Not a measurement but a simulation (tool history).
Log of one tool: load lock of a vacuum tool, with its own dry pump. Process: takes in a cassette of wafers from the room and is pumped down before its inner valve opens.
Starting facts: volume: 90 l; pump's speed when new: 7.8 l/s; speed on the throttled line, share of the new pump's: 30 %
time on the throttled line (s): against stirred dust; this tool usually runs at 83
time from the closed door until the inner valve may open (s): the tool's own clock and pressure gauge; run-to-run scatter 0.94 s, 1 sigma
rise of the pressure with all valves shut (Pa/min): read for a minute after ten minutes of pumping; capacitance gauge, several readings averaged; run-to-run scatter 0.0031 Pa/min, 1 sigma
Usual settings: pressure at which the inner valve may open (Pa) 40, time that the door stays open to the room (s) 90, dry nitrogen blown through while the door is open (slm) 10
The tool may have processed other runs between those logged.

run	day	time on the throttled line (s)	pressure at which the inner valve may open (Pa)	time that the door stays open to the room (s)	dry nitrogen blown through while the door is open (slm)	incoming humidity of the room's air, %	time from the closed door until the inner valve may open (s)	rise of the pressure with all valves shut (Pa/min)
1	0.000	83	40	90	10	44.7	165.6	0.197
2	12.867	83	40	90	10	41.4	166.3	0.196
3	35.842	83	40	90	10	45.4	166.8	0.214
4	48.800	83	40	43	10	45.3	166.3	0.187
5	65.192	83	40	43	10	43.6	166.0	0.192
6	84.308	83	40	43	10	44.9	167.4	0.198
7	105.000	153	40	70	16	46.6	211.5	0.214
8	117.008	153	40	70	16	42.3	212.2	0.221
# day 133.962: dry pump taken out, an overhauled one fitted
9	139.300	83	42	90	22	45.3	146.6	0.223

Run 10 comes next. What will it give?
10	161.317	80	33	90	14	43.5	?	?

Run 10 gave time from the closed door until the inner valve may open (s) 147.6, rise of the pressure with all valves shut (Pa/min) 0.243.
On a tool with no hidden condition, and with the same random variation, this run would have come out at time from the closed door until the inner valve may open (s) 147.8, rise of the pressure with all valves shut (Pa/min) 0.053.
